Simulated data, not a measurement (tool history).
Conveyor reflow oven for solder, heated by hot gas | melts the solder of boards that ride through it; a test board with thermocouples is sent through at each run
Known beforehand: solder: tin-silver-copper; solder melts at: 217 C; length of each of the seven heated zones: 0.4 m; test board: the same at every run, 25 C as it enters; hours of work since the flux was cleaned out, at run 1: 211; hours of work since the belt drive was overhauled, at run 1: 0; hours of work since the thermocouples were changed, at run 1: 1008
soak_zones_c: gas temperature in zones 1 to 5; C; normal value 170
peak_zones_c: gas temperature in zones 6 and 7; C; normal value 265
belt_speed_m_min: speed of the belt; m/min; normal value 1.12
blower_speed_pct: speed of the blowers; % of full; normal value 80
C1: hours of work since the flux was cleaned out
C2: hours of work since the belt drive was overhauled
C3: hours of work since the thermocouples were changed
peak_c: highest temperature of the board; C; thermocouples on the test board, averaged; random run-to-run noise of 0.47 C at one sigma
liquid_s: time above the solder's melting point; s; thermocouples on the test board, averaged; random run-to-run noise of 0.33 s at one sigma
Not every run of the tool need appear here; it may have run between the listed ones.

run 1 hour=0.0 | soak_zones_c=170 peak_zones_c=265 belt_speed_m_min=1.12 blower_speed_pct=80 | C1=211 C2=0 C3=1008 | peak_c=246.5 liquid_s=28.1
run 2 hour=28.3 | soak_zones_c=170 peak_zones_c=265 belt_speed_m_min=1.27 blower_speed_pct=80 | C1=228 C2=17 C3=1025 | peak_c=241.7 liquid_s=21.6
run 3 hour=49.3 | soak_zones_c=170 peak_zones_c=265 belt_speed_m_min=1.27 blower_speed_pct=80 | C1=240 C2=30 C3=1037 | peak_c=241.6 liquid_s=21.3
run 4 hour=92.2 | soak_zones_c=170 peak_zones_c=256 belt_speed_m_min=1.12 blower_speed_pct=80 | C1=266 C2=55 C3=1063 | peak_c=238.2 liquid_s=23.6
run 5 hour=126.1 | soak_zones_c=170 peak_zones_c=256 belt_speed_m_min=0.94 blower_speed_pct=80 | C1=286 C2=76 C3=1083 | peak_c=243.8 liquid_s=33.1
run 6 hour=147.3 | soak_zones_c=170 peak_zones_c=256 belt_speed_m_min=0.94 blower_speed_pct=80 | C1=299 C2=88 C3=1096 | peak_c=243.6 liquid_s=33.0
run 7 hour=188.4 | soak_zones_c=170 peak_zones_c=265 belt_speed_m_min=1.12 blower_speed_pct=80 | C1=323 C2=113 C3=1121 | peak_c=245.1 liquid_s=27.0
run 8 hour=224.6 | soak_zones_c=170 peak_zones_c=265 belt_speed_m_min=1.12 blower_speed_pct=80 | C1=345 C2=135 C3=1142 | peak_c=245.6 liquid_s=26.9
run 9 hour=243.7 | soak_zones_c=170 peak_zones_c=265 belt_speed_m_min=1.12 blower_speed_pct=80 | C1=357 C2=146 C3=1154 | peak_c=244.7 liquid_s=27.8
run 10 hour=271.9 | soak_zones_c=170 peak_zones_c=265 belt_speed_m_min=1.12 blower_speed_pct=80 | C1=373 C2=163 C3=1171 | peak_c=245.0 liquid_s=27.3
run 11 hour=291.4 | soak_zones_c=170 peak_zones_c=265 belt_speed_m_min=1.12 blower_speed_pct=80 | C1=385 C2=175 C3=1182 | peak_c=244.9 liquid_s=27.2
run 12 hour=309.1 | soak_zones_c=170 peak_zones_c=265 belt_speed_m_min=1.12 blower_speed_pct=80 | C1=396 C2=185 C3=1193 | peak_c=244.5 liquid_s=26.7
run 13 hour=344.2 | soak_zones_c=170 peak_zones_c=265 belt_speed_m_min=1.12 blower_speed_pct=80 | C1=417 C2=206 C3=1214 | peak_c=244.7 liquid_s=26.2
-- hour=368.0 flux residue cleaned out of gas plates and filters
run 14 hour=384.1 | soak_zones_c=170 peak_zones_c=265 belt_speed_m_min=1.12 blower_speed_pct=80 | C1=10 C2=227 C3=1235 | peak_c=248.7 liquid_s=29.5
run 15 hour=403.2 | soak_zones_c=170 peak_zones_c=265 belt_speed_m_min=1.27 blower_speed_pct=80 | C1=21 C2=239 C3=1246 | peak_c=244.2 liquid_s=23.1
run 16 hour=428.0 | soak_zones_c=170 peak_zones_c=264 belt_speed_m_min=1.08 blower_speed_pct=80 | C1=36 C2=253 C3=1261 | peak_c=248.9 liquid_s=31.3
run 17 hour=467.3 | soak_zones_c=170 peak_zones_c=264 belt_speed_m_min=1.08 blower_speed_pct=80 | C1=59 C2=277 C3=1285 | peak_c=248.5 liquid_s=30.6
run 18 hour=507.8 | soak_zones_c=165 peak_zones_c=262 belt_speed_m_min=1.31 blower_speed_pct=85 | C1=84 C2=301 C3=1309 | peak_c=239.7 liquid_s=19.1
run 19 hour=532.9 | soak_zones_c=160 peak_zones_c=265 belt_speed_m_min=0.94 blower_speed_pct=80 | C1=99 C2=316 C3=1324 | peak_c=252.2 liquid_s=36.1
run 20 hour=556.3 | soak_zones_c=176 peak_zones_c=262 belt_speed_m_min=0.99 blower_speed_pct=66 | C1=113 C2=330 C3=1338 | peak_c=247.5 liquid_s=34.5
run 21 hour=586.0 | soak_zones_c=176 peak_zones_c=265 belt_speed_m_min=1.20 blower_speed_pct=56 | C1=131 C2=348 C3=1356 | peak_c=238.7 liquid_s=21.9
run 22 hour=628.1 | soak_zones_c=170 peak_zones_c=257 belt_speed_m_min=1.15 blower_speed_pct=62 | C1=156 C2=373 C3=1381 | peak_c=235.7 liquid_s=20.4
run 23 hour=661.0 | soak_zones_c=170 peak_zones_c=259 belt_speed_m_min=1.04 blower_speed_pct=69 | C1=176 C2=393 C3=1401 | peak_c=242.0 liquid_s=28.1
run 24 hour=692.6 | soak_zones_c=157 peak_zones_c=278 belt_speed_m_min=0.96 blower_speed_pct=68 | C1=194 C2=412 C3=1420 | peak_c=258.7 liquid_s=37.1
-- hour=719.4 thermocouples of zones 6 and 7 changed
run 25 hour=736.3 | soak_zones_c=157 peak_zones_c=278 belt_speed_m_min=0.96 blower_speed_pct=68 | C1=219 C2=437 C3=10 | peak_c=256.1 liquid_s=36.2
run 26 hour=768.3 | soak_zones_c=157 peak_zones_c=278 belt_speed_m_min=0.96 blower_speed_pct=68 | C1=239 C2=456 C3=29 | peak_c=256.5 liquid_s=35.8
run 27 hour=785.9 | soak_zones_c=157 peak_zones_c=278 belt_speed_m_min=0.96 blower_speed_pct=68 | C1=249 C2=467 C3=40 | peak_c=256.2 liquid_s=36.0
run 28 hour=828.2 | soak_zones_c=178 peak_zones_c=256 belt_speed_m_min=1.20 blower_speed_pct=64 | C1=274 C2=492 C3=65 | peak_c=233.5 liquid_s=19.0
run 29 hour=851.9 | soak_zones_c=178 peak_zones_c=262 belt_speed_m_min=1.20 blower_speed_pct=85 | C1=289 C2=506 C3=79 | peak_c=243.0 liquid_s=25.8
run 30 hour=889.5 | soak_zones_c=178 peak_zones_c=256 belt_speed_m_min=1.20 blower_speed_pct=85 | C1=311 C2=529 C3=102 | peak_c=238.0 liquid_s=22.8

Below, each run's measurement less what the same run would have read without the hidden state. Both values contain the same run-to-run variation, but the gauge's scatter may not be the same in both:
Hidden state present: heat that the gas passes to the board, % of a clean oven's; belt's true speed, % of the reading; true gas temperature in zones 6 and 7 over the reading, C; drift of the gauge itself on peak_c, C; drift of the gauge itself on liquid_s, %.
run=1 peak_c=-0.4 liquid_s=-0.6
run=2 peak_c=-1.0 liquid_s=-0.9
run=3 peak_c=-1.0 liquid_s=-0.9
run=4 peak_c=-0.7 liquid_s=-0.9
run=5 peak_c=-0.3 liquid_s=-0.7
run=6 peak_c=-0.3 liquid_s=-0.8
run=7 peak_c=-1.3 liquid_s=-1.1
run=8 peak_c=-1.4 liquid_s=-1.2
run=9 peak_c=-1.6 liquid_s=-1.3
run=10 peak_c=-1.7 liquid_s=-1.4
run=11 peak_c=-1.7 liquid_s=-1.4
run=12 peak_c=-1.9 liquid_s=-1.5
run=13 peak_c=-2.0 liquid_s=-1.5
run=14 peak_c=+1.8 liquid_s=+0.9
run=15 peak_c=+1.6 liquid_s=+0.9
run=16 peak_c=+1.6 liquid_s=+0.9
run=17 peak_c=+1.5 liquid_s=+0.8
run=18 peak_c=+1.0 liquid_s=+0.5
run=19 peak_c=+1.4 liquid_s=+0.7
run=20 peak_c=+1.3 liquid_s=+0.8
run=21 peak_c=+0.9 liquid_s=+0.5
run=22 peak_c=+0.8 liquid_s=+0.6
run=23 peak_c=+0.9 liquid_s=+0.5
run=24 peak_c=+0.6 liquid_s=+0.4
run=25 peak_c=-1.4 liquid_s=-0.5
run=26 peak_c=-1.6 liquid_s=-0.5
run=27 peak_c=-1.7 liquid_s=-0.6
run=28 peak_c=-1.6 liquid_s=-1.4
run=29 peak_c=-1.9 liquid_s=-1.1
run=30 peak_c=-2.0 liquid_s=-1.4

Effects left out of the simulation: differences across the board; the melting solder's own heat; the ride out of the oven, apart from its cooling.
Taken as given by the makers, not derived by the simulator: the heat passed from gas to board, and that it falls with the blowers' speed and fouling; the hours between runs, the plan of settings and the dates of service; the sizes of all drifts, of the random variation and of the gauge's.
